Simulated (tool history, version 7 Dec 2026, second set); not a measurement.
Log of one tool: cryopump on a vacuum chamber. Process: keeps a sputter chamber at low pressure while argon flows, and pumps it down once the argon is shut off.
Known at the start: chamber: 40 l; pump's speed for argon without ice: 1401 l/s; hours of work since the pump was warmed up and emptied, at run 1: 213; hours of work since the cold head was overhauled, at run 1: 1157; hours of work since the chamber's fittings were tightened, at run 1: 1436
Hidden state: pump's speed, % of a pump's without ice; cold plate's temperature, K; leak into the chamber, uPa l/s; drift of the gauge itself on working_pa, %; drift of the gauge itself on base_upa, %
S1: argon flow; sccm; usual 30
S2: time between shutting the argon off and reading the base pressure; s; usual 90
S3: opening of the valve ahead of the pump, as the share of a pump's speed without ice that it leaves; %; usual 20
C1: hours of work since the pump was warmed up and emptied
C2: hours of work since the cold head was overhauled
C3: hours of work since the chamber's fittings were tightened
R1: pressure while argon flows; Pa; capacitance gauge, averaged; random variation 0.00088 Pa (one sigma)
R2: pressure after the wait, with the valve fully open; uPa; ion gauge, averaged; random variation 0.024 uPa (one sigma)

run   hour  S1   S2  S3   C1    C2    C3      R1    R2
  1      0  30   90  20  213  1157  1436  0.1841  0.98
  2   29.6  30   90  20  237  1180  1460  0.1846  0.97
  3   67.4  30   90  20  267  1210  1490  0.1862  1.02
  4   93.8  52   90  20  288  1231  1511  0.3226  0.98
  5  126.8  52   90  20  314  1257  1537  0.3227     1
  6  145.3  30   90  20  329  1272  1551   0.184  0.97
  7  161.3  32   90  20  341  1285  1564  0.1985     1
  8  197.1  32   90  20  370  1313  1593  0.1988  1.04
  9  213.4  32   90  20  383  1326  1605  0.1993  1.03
 10  240.2  32   90  20  404  1347  1627  0.1989  1.05
 11  267.4  32   90  20  426  1369  1648  0.2008  1.05
 12  283.9  32   90  20  439  1382  1661     0.2  1.06
 13  320.1  30   90  20  467  1411  1690  0.1886  1.03
 14  351.9  30   90  20  493  1436  1715  0.1912  1.05
 15  378.8  30   90  20  514  1457  1737  0.1887  1.02
 16  398.6  30   90  18  530  1473  1752   0.209  1.09
 17  414.8  30   90  18  542  1486  1765  0.2094  1.03
 18  438.9  30   30  20  562  1505  1784  0.1906  2.33
 19  465.1  30   90  38  582  1526  1805  0.1045  1.11
 20  492.7  30   90  38  604  1548  1827  0.1039   1.1
 21  519.4  30   37  38  626  1569  1848   0.105     2
 22  544.3  30   37  38  645  1589  1868  0.1049  2.03
 23  577.7  30   37  38  672  1615  1895  0.1064  1.98
 24  600.4  13   56  15  690  1633  1912   0.109  1.46
 25  629.7  13   56  15  713  1656  1936  0.1095  1.49
 26  666.2  13   56  15  742  1685  1965  0.1107  1.51
 27  692.4  42  269  15  763  1706  1986  0.3525  0.71
 28  723.5  14   64  20  787  1731  2010  0.0904  1.41
 29  759.5  31   23  28  816  1759  2039  0.1471  3.02
 30  781.6  27   23  52  833  1777  2056  0.0746   2.9
 31  807.4  48   90  20  854  1797  2077  0.3146  1.18
 32  836.1  30   46  49  877  1820  2099  0.0892   1.7
 33  863.1  30  173  24  898  1842  2121   0.165  0.82
 34  886.4  30  173  24  917  1860  2139  0.1659  0.91
     920.3  -- pump warmed up, emptied and cooled again
 35  927.3  30  173  24    6  1888  2168  0.1534  0.73

Hidden state or all else? Some run-to-run changes of R1, split into what the settings, what came in and random variation would give without the hidden state, and what is left for the hidden state (with any gauge scatter that isn't in both results):
Run 26 -> 27: S1 13 -> 42, S2 56 -> 269. R1 +0.2418 Pa: hidden state +0.012, all else +0.2298.
Run 27 -> 28: S1 42 -> 14, S2 269 -> 64, S3 15 -> 20. R1 -0.2621 Pa: hidden state -0.0112, all else -0.2509.
Run 30 -> 31: S1 27 -> 48, S2 23 -> 90, S3 52 -> 20. R1 +0.24 Pa: hidden state +0.0107, all else +0.2293.
Run 34 -> 35: pump warmed up, emptied and cooled again. R1 -0.0125 Pa: hidden state -0.0144, all else +0.0019.
